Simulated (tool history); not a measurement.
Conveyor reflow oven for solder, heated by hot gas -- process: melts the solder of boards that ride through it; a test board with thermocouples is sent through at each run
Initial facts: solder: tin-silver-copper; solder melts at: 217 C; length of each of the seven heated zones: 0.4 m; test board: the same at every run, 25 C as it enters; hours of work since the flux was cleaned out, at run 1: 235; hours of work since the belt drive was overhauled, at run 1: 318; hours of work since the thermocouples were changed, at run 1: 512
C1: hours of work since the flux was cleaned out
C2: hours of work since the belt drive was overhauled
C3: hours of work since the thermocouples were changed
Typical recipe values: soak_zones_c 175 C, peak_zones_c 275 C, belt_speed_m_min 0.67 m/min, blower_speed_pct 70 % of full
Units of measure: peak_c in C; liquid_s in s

run 1 day=0 | soak_zones_c=175 peak_zones_c=275 belt_speed_m_min=0.67 blower_speed_pct=70 | C1=235 C2=318 C3=512 | peak_c=259.3 liquid_s=58.4
run 2 day=0.329 | soak_zones_c=175 peak_zones_c=269 belt_speed_m_min=0.67 blower_speed_pct=70 | C1=239 C2=322 C3=516 | peak_c=254.2 liquid_s=55.5
run 3 day=0.721 | soak_zones_c=175 peak_zones_c=269 belt_speed_m_min=0.67 blower_speed_pct=70 | C1=244 C2=327 C3=521 | peak_c=254.2 liquid_s=55.2
run 4 day=1.15 | soak_zones_c=175 peak_zones_c=275 belt_speed_m_min=0.666 blower_speed_pct=70 | C1=249 C2=332 C3=526 | peak_c=259.7 liquid_s=58.9
run 5 day=1.725 | soak_zones_c=182 peak_zones_c=275 belt_speed_m_min=0.666 blower_speed_pct=70 | C1=257 C2=339 C3=534 | peak_c=260.7 liquid_s=61.9
run 6 day=2.196 | soak_zones_c=182 peak_zones_c=275 belt_speed_m_min=0.666 blower_speed_pct=70 | C1=263 C2=345 C3=539 | peak_c=260.7 liquid_s=61.7
run 7 day=2.708 | soak_zones_c=176 peak_zones_c=275 belt_speed_m_min=0.67 blower_speed_pct=70 | C1=269 C2=351 C3=546 | peak_c=259.8 liquid_s=58.8
run 8 day=3.067 | soak_zones_c=176 peak_zones_c=275 belt_speed_m_min=0.67 blower_speed_pct=70 | C1=273 C2=356 C3=550 | peak_c=259.6 liquid_s=58.7
run 9 day=3.558 | soak_zones_c=176 peak_zones_c=275 belt_speed_m_min=0.67 blower_speed_pct=70 | C1=280 C2=362 C3=556 | peak_c=259.5 liquid_s=58.8
run 10 day=3.962 | soak_zones_c=176 peak_zones_c=275 belt_speed_m_min=0.67 blower_speed_pct=70 | C1=285 C2=367 C3=561 | peak_c=259.7 liquid_s=58.6
run 11 day=4.429 | soak_zones_c=176 peak_zones_c=275 belt_speed_m_min=0.67 blower_speed_pct=70 | C1=290 C2=373 C3=567 | peak_c=259.5 liquid_s=58.5
run 12 day=5.033 | soak_zones_c=175 peak_zones_c=275 belt_speed_m_min=0.67 blower_speed_pct=70 | C1=298 C2=380 C3=575 | peak_c=259.2 liquid_s=58.2
run 13 day=5.546 | soak_zones_c=175 peak_zones_c=266 belt_speed_m_min=0.67 blower_speed_pct=70 | C1=304 C2=387 C3=581 | peak_c=251.7 liquid_s=53.6
run 14 day=5.979 | soak_zones_c=175 peak_zones_c=266 belt_speed_m_min=0.67 blower_speed_pct=70 | C1=310 C2=392 C3=587 | peak_c=251.6 liquid_s=53.5
run 15 day=6.421 | soak_zones_c=175 peak_zones_c=275 belt_speed_m_min=0.67 blower_speed_pct=70 | C1=315 C2=398 C3=592 | peak_c=259.4 liquid_s=58.2
run 16 day=6.917 | soak_zones_c=175 peak_zones_c=265 belt_speed_m_min=0.576 blower_speed_pct=60 | C1=321 C2=404 C3=598 | peak_c=252.3 liquid_s=63.7
run 17 day=7.283 | soak_zones_c=181 peak_zones_c=275 belt_speed_m_min=0.67 blower_speed_pct=55 | C1=326 C2=408 C3=603 | peak_c=255.8 liquid_s=57.5

What does the tool deliver on the next run?
run 18 day=7.592 | soak_zones_c=181 peak_zones_c=275 belt_speed_m_min=0.67 blower_speed_pct=87 | C1=330 C2=412 C3=607 | peak_c=? liquid_s=?

peak_c: 264 C
liquid_s: 62.8 s
On a tool with no hidden condition, and with the same random variation, this run would have come out at peak_c 264 C, liquid_s 62.8 s.

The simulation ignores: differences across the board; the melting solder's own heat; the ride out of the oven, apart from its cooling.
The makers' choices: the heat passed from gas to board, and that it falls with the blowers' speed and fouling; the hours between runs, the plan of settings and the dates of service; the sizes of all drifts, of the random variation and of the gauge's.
